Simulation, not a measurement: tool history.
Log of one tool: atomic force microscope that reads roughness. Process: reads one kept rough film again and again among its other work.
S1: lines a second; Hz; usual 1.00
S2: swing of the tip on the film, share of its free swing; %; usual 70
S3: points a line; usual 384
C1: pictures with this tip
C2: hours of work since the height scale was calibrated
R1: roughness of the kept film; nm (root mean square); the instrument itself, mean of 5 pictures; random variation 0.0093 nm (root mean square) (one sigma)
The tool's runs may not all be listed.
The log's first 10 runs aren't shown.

{"run": 11, "hour": 369.7, "S1": 0.79, "S2": 70, "S3": 384, "C1": 300, "C2": 1285, "R1": 2.066}
{"hour": 398.1, "done": "new tip fitted"}
{"run": 12, "hour": 401.4, "S1": 0.79, "S2": 70, "S3": 384, "C1": 8, "C2": 1307, "R1": 2.104}
{"run": 13, "hour": 432.9, "S1": 1.0, "S2": 70, "S3": 320, "C1": 78, "C2": 1329, "R1": 2.069}
{"run": 14, "hour": 468.1, "S1": 1.0, "S2": 70, "S3": 320, "C1": 156, "C2": 1354, "R1": 2.068}
{"run": 15, "hour": 491.6, "S1": 1.0, "S2": 87, "S3": 384, "C1": 208, "C2": 1370, "R1": 1.901}
{"run": 16, "hour": 519.7, "S1": 1.0, "S2": 87, "S3": 384, "C1": 271, "C2": 1390, "R1": 1.889}
{"run": 17, "hour": 551.3, "S1": 1.0, "S2": 87, "S3": 384, "C1": 341, "C2": 1412, "R1": 1.879}
{"hour": 561.5, "done": "new tip fitted"}
{"run": 18, "hour": 595.8, "S1": 1.39, "S2": 79, "S3": 552, "C1": 76, "C2": 1443, "R1": 1.925}
{"run": 19, "hour": 620.5, "S1": 1.11, "S2": 55, "S3": 619, "C1": 131, "C2": 1460, "R1": 2.138}
{"run": 20, "hour": 672.7, "S1": 1.28, "S2": 67, "S3": 768, "C1": 247, "C2": 1497, "R1": 2.034}
{"run": 21, "hour": 696.6, "S1": 1.46, "S2": 70, "S3": 433, "C1": 300, "C2": 1514, "R1": 1.995}
{"hour": 726.6, "done": "new tip fitted"}
{"run": 22, "hour": 739.8, "S1": 1.46, "S2": 70, "S3": 433, "C1": 29, "C2": 1543, "R1": 2.044}
{"run": 23, "hour": 765.2, "S1": 1.03, "S2": 64, "S3": 510, "C1": 86, "C2": 1561, "R1": 2.11}
{"run": 24, "hour": 789.3, "S1": 2.83, "S2": 70, "S3": 478, "C1": 139, "C2": 1578, "R1": 1.866}
{"run": 25, "hour": 818.2, "S1": 2.83, "S2": 70, "S3": 478, "C1": 204, "C2": 1598, "R1": 1.843}
{"run": 26, "hour": 866.0, "S1": 2.83, "S2": 70, "S3": 478, "C1": 310, "C2": 1632, "R1": 1.834}
{"hour": 892.6, "done": "new tip fitted"}
{"run": 27, "hour": 896.4, "S1": 1.0, "S2": 56, "S3": 384, "C1": 8, "C2": 1653, "R1": 2.164}
{"run": 28, "hour": 933.1, "S1": 1.4, "S2": 70, "S3": 492, "C1": 90, "C2": 1678, "R1": 2.02}
{"run": 29, "hour": 980.0, "S1": 1.27, "S2": 70, "S3": 997, "C1": 194, "C2": 1711, "R1": 2.016}
{"run": 30, "hour": 1024.5, "S1": 1.27, "S2": 59, "S3": 282, "C1": 293, "C2": 1742, "R1": 2.079}

3 ways to go on from here, each from the tool as it stands after run 30. What would each give?
{"run": "A", "hour": 1052.2, "S1": 1.0, "S2": 77, "S3": 384, "C1": 355, "C2": 1762, "R1": "?"}
{"run": "B", "hour": 1052.2, "S1": 1.24, "S2": 78, "S3": 335, "C1": 355, "C2": 1762, "R1": "?"}
{"run": "C", "hour": 1052.2, "S1": 1.27, "S2": 55, "S3": 282, "C1": 355, "C2": 1762, "R1": "?"}

run=A R1=1.955
run=B R1=1.929
run=C R1=2.067
Without the tool's hidden state the same runs would have given:
run=A R1=2.043
run=B R1=2.015
run=C R1=2.160

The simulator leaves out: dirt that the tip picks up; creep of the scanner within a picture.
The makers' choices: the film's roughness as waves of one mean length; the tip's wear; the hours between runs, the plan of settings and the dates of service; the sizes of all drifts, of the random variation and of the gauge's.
